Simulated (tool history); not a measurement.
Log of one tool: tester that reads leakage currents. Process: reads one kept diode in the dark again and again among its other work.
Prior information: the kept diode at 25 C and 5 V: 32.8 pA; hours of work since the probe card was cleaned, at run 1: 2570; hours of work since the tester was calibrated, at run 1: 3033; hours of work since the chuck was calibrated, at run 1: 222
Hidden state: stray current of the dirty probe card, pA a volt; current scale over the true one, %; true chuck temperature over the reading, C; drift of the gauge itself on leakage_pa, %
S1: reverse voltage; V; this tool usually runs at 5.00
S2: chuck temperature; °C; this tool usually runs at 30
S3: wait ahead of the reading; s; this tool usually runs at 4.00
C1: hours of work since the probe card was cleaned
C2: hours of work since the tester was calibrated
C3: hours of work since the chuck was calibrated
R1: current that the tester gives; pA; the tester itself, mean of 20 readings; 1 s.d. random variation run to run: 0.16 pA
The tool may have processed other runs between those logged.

run     day     S1  S2    S3    C1    C2    C3      R1
  1   0.000   5.00  30  4.00  2570  3033   222   49.52
  2   5.179   5.00  30  4.00  2658  3120   310   49.19
  3  13.338   5.00  30  4.00  2795  3258   448   49.44
  4  18.642   5.00  30  4.00  2885  3348   537   49.49
  5  24.417   5.00  30  4.00  2982  3445   635   49.31
     29.192  -- tester calibrated
  6  30.833   5.00  30  4.00  3089    28   742   49.39
  7  39.979   5.00  30  4.00  3244   182   896   49.40
  8  44.754  10.83  30  4.00  3325   263   977   73.80
  9  54.233  10.83  30  4.00  3485   423  1137   73.43
 10  59.633   5.00  28  4.00  3576   514  1228   42.21
 11  67.025   1.72  28  1.54  3701   639  1353   24.44
 12  71.704  16.48  43  2.99  3780   718  1432  239.10
 13  77.033  16.48  43  2.99  3870   808  1522  239.28
     79.888  -- probe card cleaned and baked
 14  81.929   3.80  48  2.97    34   888  1603  158.06
 15  90.992   3.80  48  2.97   187  1041  1756  158.80

Some steps in R1 between neighbouring runs. How much of each would the tool show without its hidden state too (settings, what came in, random variation), and how much is left for the hidden state, with any gauge scatter that isn't in both results?
Run 11 -> 12: S1 1.72 -> 16.48, S2 28 -> 43, S3 1.54 -> 2.99. R1 +214.66 pA: hidden state -0.25, all else +214.91.

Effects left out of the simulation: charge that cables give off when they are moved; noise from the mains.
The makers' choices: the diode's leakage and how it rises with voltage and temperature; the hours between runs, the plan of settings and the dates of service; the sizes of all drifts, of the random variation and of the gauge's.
